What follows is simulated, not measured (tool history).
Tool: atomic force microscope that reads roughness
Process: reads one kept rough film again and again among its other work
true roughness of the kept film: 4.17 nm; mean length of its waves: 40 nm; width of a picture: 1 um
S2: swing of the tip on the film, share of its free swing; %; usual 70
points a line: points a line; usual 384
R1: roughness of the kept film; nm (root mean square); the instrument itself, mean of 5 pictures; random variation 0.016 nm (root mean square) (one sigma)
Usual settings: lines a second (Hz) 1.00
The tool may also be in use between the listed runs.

Run 1, hour 0.0: usual settings. Result: R1 3.834 nm (root mean square).
Run 2, hour 9.4: usual settings. Result: R1 3.828 nm (root mean square).
Run 3, hour 17.2: usual settings but points a line 818. Result: R1 3.830 nm (root mean square).
Run 4, hour 22.1: usual settings. Result: R1 3.839 nm (root mean square).
Run 5, hour 29.9: usual settings. Result: R1 3.832 nm (root mean square).
Run 6, hour 38.3: usual settings but lines a second (Hz) 1.15, S2 83 %, points a line 509. Result: R1 3.689 nm (root mean square).
Run 7, hour 43.8: usual settings but lines a second (Hz) 0.65, S2 60 %, points a line 509. Result: R1 3.898 nm (root mean square).
Run 8, hour 52.2: usual settings but lines a second (Hz) 0.65, S2 60 %, points a line 509. Result: R1 3.911 nm (root mean square).
Run 9, hour 60.6: usual settings but lines a second (Hz) 1.16, S2 80 %, points a line 509. Result: R1 3.711 nm (root mean square).
Run 10, hour 69.2: usual settings but lines a second (Hz) 1.16, S2 80 %, points a line 509. Result: R1 3.715 nm (root mean square).

Forecast each of these 3 alternatives for the next run:
Run A, hour 78.0: usual settings but lines a second (Hz) 2.90, S2 65 %, points a line 464. Result: R1 ?.
Run B, hour 78.0: usual settings but lines a second (Hz) 1.56. Result: R1 ?.
Run C, hour 78.0: usual settings but lines a second (Hz) 1.35, S2 74 %, points a line 523. Result: R1 ?.

run     R1
  A  3.693
  B  3.755
  C  3.760
Without the tool's hidden state the same runs would have given:
run     R1
  A  3.699
  B  3.761
  C  3.766

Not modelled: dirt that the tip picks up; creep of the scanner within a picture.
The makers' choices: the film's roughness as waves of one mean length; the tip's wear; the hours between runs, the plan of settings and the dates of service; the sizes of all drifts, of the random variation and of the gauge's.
